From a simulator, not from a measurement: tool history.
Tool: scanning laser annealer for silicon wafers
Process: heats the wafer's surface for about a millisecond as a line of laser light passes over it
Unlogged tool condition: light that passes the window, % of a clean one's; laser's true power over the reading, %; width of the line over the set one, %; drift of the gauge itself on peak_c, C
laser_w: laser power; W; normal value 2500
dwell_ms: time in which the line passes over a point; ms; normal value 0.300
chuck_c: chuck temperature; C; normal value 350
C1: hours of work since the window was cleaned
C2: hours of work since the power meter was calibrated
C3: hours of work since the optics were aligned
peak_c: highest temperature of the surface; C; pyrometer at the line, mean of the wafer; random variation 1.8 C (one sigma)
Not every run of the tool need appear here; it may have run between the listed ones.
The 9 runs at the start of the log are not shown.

{"run": 10, "hour": 101.5, "laser_w": 2500, "dwell_ms": 0.3, "chuck_c": 350, "C1": 296, "C2": 398, "C3": 273, "peak_c": 1057}
{"run": 11, "hour": 112.0, "laser_w": 2161, "dwell_ms": 0.3, "chuck_c": 350, "C1": 303, "C2": 405, "C3": 281, "peak_c": 935}
{"run": 12, "hour": 128.2, "laser_w": 2161, "dwell_ms": 0.3, "chuck_c": 350, "C1": 314, "C2": 416, "C3": 292, "peak_c": 935}
{"run": 13, "hour": 139.7, "laser_w": 2500, "dwell_ms": 0.3, "chuck_c": 350, "C1": 322, "C2": 424, "C3": 300, "peak_c": 1058}
{"run": 14, "hour": 154.6, "laser_w": 2500, "dwell_ms": 0.3, "chuck_c": 350, "C1": 333, "C2": 435, "C3": 310, "peak_c": 1055}
{"run": 15, "hour": 168.6, "laser_w": 2500, "dwell_ms": 0.3, "chuck_c": 350, "C1": 342, "C2": 444, "C3": 320, "peak_c": 1054}
{"run": 16, "hour": 183.2, "laser_w": 2161, "dwell_ms": 0.351, "chuck_c": 343, "C1": 353, "C2": 455, "C3": 330, "peak_c": 979}
{"hour": 187.9, "done": "laser's power meter calibrated"}
{"run": 17, "hour": 201.7, "laser_w": 2471, "dwell_ms": 0.25, "chuck_c": 350, "C1": 363, "C2": 10, "C3": 341, "peak_c": 976}
{"run": 18, "hour": 209.4, "laser_w": 2500, "dwell_ms": 0.296, "chuck_c": 350, "C1": 369, "C2": 15, "C3": 346, "peak_c": 1047}
{"run": 19, "hour": 220.1, "laser_w": 2359, "dwell_ms": 0.296, "chuck_c": 350, "C1": 376, "C2": 22, "C3": 354, "peak_c": 999}
{"run": 20, "hour": 234.1, "laser_w": 2712, "dwell_ms": 0.3, "chuck_c": 354, "C1": 386, "C2": 32, "C3": 363, "peak_c": 1136}
{"run": 21, "hour": 241.7, "laser_w": 2712, "dwell_ms": 0.3, "chuck_c": 354, "C1": 391, "C2": 37, "C3": 369, "peak_c": 1138}
{"hour": 252.8, "done": "laser's power meter calibrated, once more"}
{"run": 22, "hour": 259.4, "laser_w": 2335, "dwell_ms": 0.253, "chuck_c": 383, "C1": 401, "C2": 5, "C3": 379, "peak_c": 973}
{"run": 23, "hour": 274.5, "laser_w": 2335, "dwell_ms": 0.228, "chuck_c": 383, "C1": 412, "C2": 15, "C3": 389, "peak_c": 939}
{"run": 24, "hour": 288.6, "laser_w": 2719, "dwell_ms": 0.3, "chuck_c": 357, "C1": 422, "C2": 25, "C3": 399, "peak_c": 1143}
{"run": 25, "hour": 302.3, "laser_w": 2719, "dwell_ms": 0.3, "chuck_c": 357, "C1": 431, "C2": 34, "C3": 409, "peak_c": 1144}
{"run": 26, "hour": 318.1, "laser_w": 2719, "dwell_ms": 0.3, "chuck_c": 357, "C1": 442, "C2": 45, "C3": 420, "peak_c": 1139}
{"run": 27, "hour": 330.6, "laser_w": 2311, "dwell_ms": 0.287, "chuck_c": 389, "C1": 451, "C2": 54, "C3": 428, "peak_c": 1010}
{"run": 28, "hour": 343.9, "laser_w": 2605, "dwell_ms": 0.307, "chuck_c": 376, "C1": 460, "C2": 63, "C3": 438, "peak_c": 1126}
{"run": 29, "hour": 358.6, "laser_w": 2605, "dwell_ms": 0.307, "chuck_c": 376, "C1": 470, "C2": 73, "C3": 448, "peak_c": 1128}
{"run": 30, "hour": 375.5, "laser_w": 2713, "dwell_ms": 0.307, "chuck_c": 328, "C1": 482, "C2": 85, "C3": 459, "peak_c": 1117}

3 ways to go on from here, each from the tool as it stands after run 30. What would each give?
{"run": "A", "hour": 386.4, "laser_w": 2300, "dwell_ms": 0.345, "chuck_c": 351, "C1": 489, "C2": 93, "C3": 467, "peak_c": "?"}
{"run": "B", "hour": 386.4, "laser_w": 2660, "dwell_ms": 0.266, "chuck_c": 350, "C1": 489, "C2": 93, "C3": 467, "peak_c": "?"}
{"run": "C", "hour": 386.4, "laser_w": 2450, "dwell_ms": 0.226, "chuck_c": 315, "C1": 489, "C2": 93, "C3": 467, "peak_c": "?"}

run=A peak_c=1034
run=B peak_c=1061
run=C peak_c=898
Stripped of hidden state, with their random variation kept, the same runs would have yielded:
run=A peak_c=1055
run=B peak_c=1083
run=C peak_c=916

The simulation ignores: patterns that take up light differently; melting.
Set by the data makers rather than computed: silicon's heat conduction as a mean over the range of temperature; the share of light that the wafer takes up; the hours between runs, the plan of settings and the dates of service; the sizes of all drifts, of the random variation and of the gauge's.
